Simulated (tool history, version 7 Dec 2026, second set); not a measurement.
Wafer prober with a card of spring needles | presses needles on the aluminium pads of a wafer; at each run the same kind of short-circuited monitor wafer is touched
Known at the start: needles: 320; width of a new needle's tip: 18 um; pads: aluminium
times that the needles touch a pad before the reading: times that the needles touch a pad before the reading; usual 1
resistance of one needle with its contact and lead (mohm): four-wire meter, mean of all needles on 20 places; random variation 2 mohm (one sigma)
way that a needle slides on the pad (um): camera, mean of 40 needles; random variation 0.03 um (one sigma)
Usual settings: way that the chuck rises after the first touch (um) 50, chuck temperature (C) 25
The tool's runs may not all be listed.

run   hour  way that the chuck rises after the first touch (um)  chuck temperature (C)  times that the needles touch a pad before the reading  resistance of one needle with its contact and lead (mohm)  way that a needle slides on the pad (um)
  1    0.0                                                   50                     25                                                      1                                                        411                                      7.12
       7.9  -- tips cleaned on abrasive film
  2   32.7                                                   42                     25                                                      1                                                        488                                      5.89
      38.5  -- tips cleaned on abrasive film
  3   52.1                                                   42                     25                                                      1                                                        405                                      5.91
      69.6  -- tips cleaned on abrasive film
  4   88.6                                                   42                     25                                                      1                                                        448                                      5.86
     100.1  -- tips cleaned on abrasive film
  5  121.0                                                   50                     25                                                      1                                                        394                                      7.12
     132.3  -- tips cleaned on abrasive film
  6  156.2                                                   50                     25                                                      1                                                        416                                      7.06
     162.5  -- tips cleaned on abrasive film
  7  190.4                                                   50                     25                                                      1                                                        430                                      6.99
     192.9  -- tips cleaned on abrasive film
  8  220.2                                                   50                     25                                                      1                                                        419                                      6.99
     225.7  -- tips cleaned on abrasive film
  9  244.9                                                   50                     25                                                      2                                                        331                                      7.04
     257.4  -- tips cleaned on abrasive film
 10  259.7                                                   41                     25                                                      2                                                        267                                      5.61
     288.4  -- tips cleaned on abrasive film
 11  293.3                                                   41                     25                                                      2                                                        296                                      5.57
     296.2  -- height of the first contact set anew
 12  314.3                                                   50                     25                                                      2                                                        368                                      6.65
     319.2  -- tips cleaned on abrasive film
 13  331.0                                                   50                     25                                                      2                                                        313                                      6.65
     350.7  -- tips cleaned on abrasive film
 14  358.6                                                   50                     66                                                      2                                                        296                                      6.56
     383.4  -- tips cleaned on abrasive film
 15  394.6                                                   50                     66                                                      2                                                        309                                      6.60
     409.4  -- height of the first contact set anew, once more
     415.9  -- tips cleaned on abrasive film
 16  425.7                                                   50                     25                                                      2                                                        291                                      7.54
     448.5  -- tips cleaned on abrasive film
 17  455.3                                                   50                     25                                                      2                                                        277                                      7.47
     480.8  -- tips cleaned on abrasive film
 18  481.4                                                   50                     25                                                      2                                                        243                                      7.52
 19  510.7                                                   58                     90                                                      1                                                        374                                      8.64
     512.5  -- tips cleaned on abrasive film
 20  536.4                                                   37                     50                                                      3                                                        344                                      5.49
     543.8  -- tips cleaned on abrasive film
 21  558.8                                                   38                     63                                                      2                                                        369                                      5.70
     576.5  -- tips cleaned on abrasive film
 22  581.8                                                   48                     62                                                      1                                                        305                                      7.13
     608.6  -- tips cleaned on abrasive film
 23  616.9                                                   36                     25                                                      2                                                        335                                      5.34
     640.6  -- tips cleaned on abrasive film
 24  653.1                                                   36                     25                                                      2                                                        370                                      5.29
     670.9  -- tips cleaned on abrasive film
 25  673.5                                                   62                     87                                                      2                                                        254                                      9.22
 26  690.0                                                   62                     87                                                      2                                                        297                                      9.23
     701.8  -- tips cleaned on abrasive film
 27  713.2                                                   38                     49                                                      2                                                        352                                      5.62
     734.6  -- tips cleaned on abrasive film
 28  742.4                                                   62                    116                                                      2                                                        280                                      9.20
     765.6  -- tips cleaned on abrasive film
 29  766.4                                                   62                    116                                                      2                                                        254                                      9.12
 30  782.9                                                   62                    116                                                      3                                                        274                                      9.11
     797.3  -- tips cleaned on abrasive film
 31  817.6                                                   39                     61                                                      3                                                        336                                      5.72
     829.4  -- tips cleaned on abrasive film
 32  850.4                                                   43                     61                                                      1                                                        474                                      6.26
     861.0  -- tips cleaned on abrasive film
 33  868.7                                                   38                     61                                                      3                                                        293                                      5.55

Run 34 comes next. What will it give?
     892.0  -- tips cleaned on abrasive film
 34  895.5                                                   38                     61                                                      3                                                          ?                                         ?

{"run 34": {"resistance of one needle with its contact and lead (mohm)": 269, "way that a needle slides on the pad (um)": 5.45}}
Without the tool's hidden state the same run would have given resistance of one needle with its contact and lead (mohm) 236, way that a needle slides on the pad (um) 5.73.

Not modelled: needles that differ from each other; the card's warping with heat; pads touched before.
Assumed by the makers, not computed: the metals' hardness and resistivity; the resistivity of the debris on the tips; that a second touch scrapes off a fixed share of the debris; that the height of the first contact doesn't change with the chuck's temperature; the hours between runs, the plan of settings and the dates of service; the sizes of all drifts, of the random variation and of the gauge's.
